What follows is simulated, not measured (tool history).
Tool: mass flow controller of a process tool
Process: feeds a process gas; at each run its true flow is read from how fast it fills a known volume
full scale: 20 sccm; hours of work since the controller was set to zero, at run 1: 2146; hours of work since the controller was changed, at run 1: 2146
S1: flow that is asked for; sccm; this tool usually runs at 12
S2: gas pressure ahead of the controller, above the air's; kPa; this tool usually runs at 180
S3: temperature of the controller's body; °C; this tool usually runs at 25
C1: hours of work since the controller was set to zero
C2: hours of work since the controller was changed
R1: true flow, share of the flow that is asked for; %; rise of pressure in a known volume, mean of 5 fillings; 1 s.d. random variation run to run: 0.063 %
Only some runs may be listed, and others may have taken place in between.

Run 1, hour 0.0: usual settings; C1 2146; C2 2146. Result: R1 99.59 %.
Run 2, hour 120.0: usual settings but S2 214 kPa; C1 2216; C2 2216. Result: R1 99.44 %.
Run 3, hour 256.0: usual settings but S2 214 kPa; C1 2296; C2 2296. Result: R1 99.38 %.
Run 4, hour 365.8: usual settings but S2 214 kPa, S3 32 °C; C1 2360; C2 2360. Result: R1 98.89 %.
Run 5, hour 429.5: usual settings but S2 214 kPa, S3 32 °C; C1 2397; C2 2397. Result: R1 98.83 %.
Run 6, hour 516.2: usual settings but S1 2 sccm; C1 2447; C2 2447. Result: R1 101.37 %.
Run 7, hour 649.5: usual settings but S1 2 sccm; C1 2525; C2 2525. Result: R1 101.56 %.
Run 8, hour 763.7: usual settings but S1 2 sccm; C1 2591; C2 2591. Result: R1 101.45 %.
Run 9, hour 868.2: usual settings but S2 163 kPa; C1 2652; C2 2652. Result: R1 99.78 %.
Run 10, hour 951.6: usual settings but S2 163 kPa; C1 2701; C2 2701. Result: R1 99.80 %.
Run 11, hour 1040.7: usual settings but S2 163 kPa; C1 2753; C2 2753. Result: R1 99.82 %.
Run 12, hour 1167.1: usual settings but S2 163 kPa; C1 2826; C2 2826. Result: R1 99.87 %.
Run 13, hour 1304.3: usual settings but S2 163 kPa; C1 2906; C2 2906. Result: R1 99.85 %.
Run 14, hour 1387.5: usual settings but S2 245 kPa; C1 2955; C2 2955. Result: R1 99.26 %.
Run 15, hour 1520.5: usual settings but S1 3 sccm, S2 245 kPa; C1 3032; C2 3032. Result: R1 100.40 %.
Run 16, hour 1619.5: usual settings but S1 3 sccm, S2 245 kPa; C1 3090; C2 3090. Result: R1 100.38 %.
Run 17, hour 1690.8: usual settings but S1 3 sccm, S2 245 kPa, S3 40 °C; C1 3131; C2 3131. Result: R1 99.49 %.
Run 18, hour 1773.2: usual settings but S1 5 sccm; C1 3179; C2 3179. Result: R1 100.03 %.
Run 19, hour 1835.0: usual settings but S1 3 sccm; C1 3215; C2 3215. Result: R1 100.92 %.
Run 20, hour 1923.3: usual settings but S1 3 sccm; C1 3267; C2 3267. Result: R1 101.00 %.
Run 21, hour 1986.2: usual settings; C1 3303; C2 3303. Result: R1 99.73 %.
Run 22, hour 2060.4: usual settings; C1 3346; C2 3346. Result: R1 99.63 %.
Run 23, hour 2194.0: usual settings; C1 3424; C2 3424. Result: R1 99.69 %.
Run 24, hour 2254.1: usual settings; C1 3459; C2 3459. Result: R1 99.63 %.
Run 25, hour 2382.2: usual settings; C1 3534; C2 3534. Result: R1 99.71 %.
Run 26, hour 2519.7: usual settings but S1 3 sccm, S2 146 kPa, S3 23 °C; C1 3614; C2 3614. Result: R1 101.63 %.
Run 27, hour 2650.4: usual settings but S1 3 sccm, S2 146 kPa, S3 23 °C; C1 3690; C2 3690. Result: R1 101.70 %.
Run 28, hour 2720.1: usual settings but S1 3 sccm, S2 146 kPa, S3 23 °C; C1 3731; C2 3731. Result: R1 101.54 %.
Run 29, hour 2806.0: usual settings but S2 143 kPa, S3 35 °C; C1 3781; C2 3781. Result: R1 99.30 %.
Run 30, hour 2919.2: usual settings but S1 9 sccm, S2 230 kPa, S3 22 °C; C1 3847; C2 3847. Result: R1 99.77 %.
Run 31, hour 3000.5: usual settings but S1 9 sccm, S2 230 kPa, S3 22 °C; C1 3894; C2 3894. Result: R1 99.52 %.
Run 32, hour 3138.3: usual settings but S1 9 sccm, S2 230 kPa, S3 22 °C; C1 3974; C2 3974. Result: R1 99.67 %.
Run 33, hour 3207.6: usual settings but S1 9 sccm, S2 230 kPa, S3 22 °C; C1 4014; C2 4014. Result: R1 99.53 %.
Run 34, hour 3287.4: usual settings but S1 3 sccm; C1 4061; C2 4061. Result: R1 101.25 %.
Run 35, hour 3376.6: usual settings but S1 3 sccm; C1 4113; C2 4113. Result: R1 101.37 %.
Run 36, hour 3503.2: usual settings but S1 3 sccm; C1 4187; C2 4187. Result: R1 101.41 %.
Run 37, hour 3582.3: usual settings but S1 8 sccm, S2 244 kPa; C1 4233; C2 4233. Result: R1 99.35 %.
Run 38, hour 3654.3: usual settings but S1 8 sccm, S2 244 kPa; C1 4275; C2 4275. Result: R1 99.38 %.
Run 39, hour 3724.3: usual settings but S2 265 kPa; C1 4315; C2 4315. Result: R1 99.09 %.
Run 40, hour 3799.5: usual settings but S1 3 sccm, S2 265 kPa, S3 23 °C; C1 4359; C2 4359. Result: R1 101.05 %.
Run 41, hour 3896.5: usual settings but S1 17 sccm, S2 265 kPa, S3 23 °C; C1 4416; C2 4416. Result: R1 99.38 %.
Run 42, hour 4021.0: usual settings but S1 19 sccm, S2 153 kPa, S3 23 °C; C1 4488; C2 4488. Result: R1 100.29 %.
Run 43, hour 4121.6: usual settings but S1 8 sccm, S2 207 kPa, S3 21 °C; C1 4547; C2 4547. Result: R1 100.08 %.
Run 44, hour 4192.0: usual settings but S1 4 sccm, S2 207 kPa, S3 21 °C; C1 4588; C2 4588. Result: R1 101.01 %.
Run 45, hour 4295.7: usual settings but S1 11 sccm, S2 204 kPa, S3 34 °C; C1 4648; C2 4648. Result: R1 98.96 %.
Run 46, hour 4378.4: usual settings but S1 11 sccm, S2 204 kPa, S3 34 °C; C1 4696; C2 4696. Result: R1 98.80 %.
Run 47, hour 4477.2: usual settings but S1 2 sccm, S3 39 °C; C1 4754; C2 4754. Result: R1 102.44 %.
Run 48, hour 4599.2: usual settings but S2 210 kPa, S3 34 °C; C1 4825; C2 4825. Result: R1 98.98 %.
Run 49, hour 4665.6: usual settings but S1 6 sccm, S2 157 kPa, S3 27 °C; C1 4864; C2 4864. Result: R1 100.34 %.

Each row is a separate what-if for the run after 49, all from the same tool condition, not one after another. Results?
Run A, hour 4732.3: usual settings but S1 5 sccm, S2 157 kPa, S3 30 °C; C1 4902; C2 4902. Result: R1 ?.
Run B, hour 4732.3: usual settings but S1 8 sccm, S2 248 kPa, S3 39 °C; C1 4902; C2 4902. Result: R1 ?.
Run C, hour 4732.3: usual settings but S1 4 sccm, S2 211 kPa, S3 27 °C; C1 4902; C2 4902. Result: R1 ?.
Run D, hour 4732.3: usual settings but S1 13 sccm, S3 27 °C; C1 4902; C2 4902. Result: R1 ?.

run      R1
  A  100.49
  B   98.60
  C  100.66
  D   99.57
What these runs would have given with no unlogged condition in the tool:
run     R1
  A  99.18
  B  98.04
  C  98.85
  D  99.49
